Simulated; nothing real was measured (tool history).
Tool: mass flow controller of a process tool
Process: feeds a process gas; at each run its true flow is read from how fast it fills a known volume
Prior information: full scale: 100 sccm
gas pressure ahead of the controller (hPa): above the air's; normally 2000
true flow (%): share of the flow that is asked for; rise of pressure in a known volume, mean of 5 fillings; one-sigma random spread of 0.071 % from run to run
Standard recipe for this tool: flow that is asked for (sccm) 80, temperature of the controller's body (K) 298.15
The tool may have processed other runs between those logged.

run,hour,flow that is asked for (sccm),gas pressure ahead of the controller (hPa),temperature of the controller's body (K),true flow (%)
1,0.0,80,2000,298.15,101.53
2,457.3,80,2000,298.15,101.61
3,963.5,80,2000,298.15,101.57
4,1524.5,80,2000,298.15,101.93
5,2015.4,80,2000,298.15,101.89
6,2605.9,80,2640,298.15,102.30
7,2861.2,80,2430,298.15,102.27
8,3372.7,80,2000,311.15,101.45
9,3689.2,80,2000,311.15,101.52
10,4234.2,80,1430,298.15,101.87
11,4603.7,11,2310,301.15,104.60
12,5117.9,11,2310,301.15,105.07
13,5618.2,80,1820,296.15,102.60
14,5952.5,80,1820,296.15,102.68
15,6213.0,54,1860,296.15,102.39

Consider 3 possible next runs. They are alternatives, not a sequence: every one starts from the tool as it was left by run 15. What does each give?
A,6610.4,54,1670,310.15,?
B,6610.4,41,1630,296.15,?
C,6610.4,10,2000,298.15,?

run,true flow (%)
A,101.73
B,102.34
C,106.89
What these runs would have given with no unlogged condition in the tool:
run,true flow (%)
A,97.97
B,98.18
C,97.56
